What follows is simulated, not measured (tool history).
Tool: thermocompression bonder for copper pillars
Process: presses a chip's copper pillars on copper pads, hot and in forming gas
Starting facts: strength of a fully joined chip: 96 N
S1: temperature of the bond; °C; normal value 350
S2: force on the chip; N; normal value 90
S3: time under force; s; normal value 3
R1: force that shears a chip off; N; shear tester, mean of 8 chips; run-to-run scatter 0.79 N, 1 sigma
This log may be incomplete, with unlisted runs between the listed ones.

run	hour	S1	S2	S3	R1
1	0.0	350	90	3	61.3
2	16.6	350	66	3	49.9
3	32.0	350	66	3	50.3
# hour 39.3: forming gas filter changed
4	39.7	350	66	3	49.3
5	50.2	350	66	3	49.3
6	63.9	350	66	3	50.4
7	79.4	350	66	3	50.4
8	94.4	321	90	3	43.1
9	102.1	321	90	3	43.3
10	119.2	321	90	3	43.6
11	131.0	321	90	3	45.2
12	142.8	321	90	3	44.3
13	152.8	330	90	3	49.4
14	170.1	330	90	3	48.7
15	185.4	330	90	3	48.3
16	199.2	350	90	3	60.1
17	214.6	350	90	3	60.1
18	227.2	350	90	3	61.8
19	241.2	360	90	3	65.2
20	255.1	360	90	3	67.2
21	271.7	345	90	3	57.6
22	283.9	373	92	3	73.0
23	298.2	373	92	3	73.8
24	312.8	350	90	3	60.6
25	322.4	350	90	3	61.1
26	339.3	350	90	3	61.0
27	352.3	363	130	2	74.5
28	369.5	328	66	2	32.7
29	384.6	380	87	2	68.2
30	397.5	350	55	3	43.6
31	412.6	350	55	3	43.8
32	427.2	350	55	3	44.8
33	438.6	350	55	3	44.3
34	450.2	350	55	3	43.7
35	461.9	350	55	3	44.2
36	478.8	358	55	3	47.6
37	493.5	333	101	2	46.6
38	501.6	328	97	5	59.9
39	508.6	335	90	3	50.2

Branching from run 39: 4 alternative next runs. What would each branch give?
A	522.0	365	55	2	?
B	522.0	363	70	3	?
C	522.0	350	66	3	?
D	522.0	332	90	3	?

run	R1
A	45.0
B	59.5
C	48.9
D	48.8
What these runs would have given with no unlogged condition in the tool:
run	R1
A	45.1
B	59.6
C	49.1
D	48.9
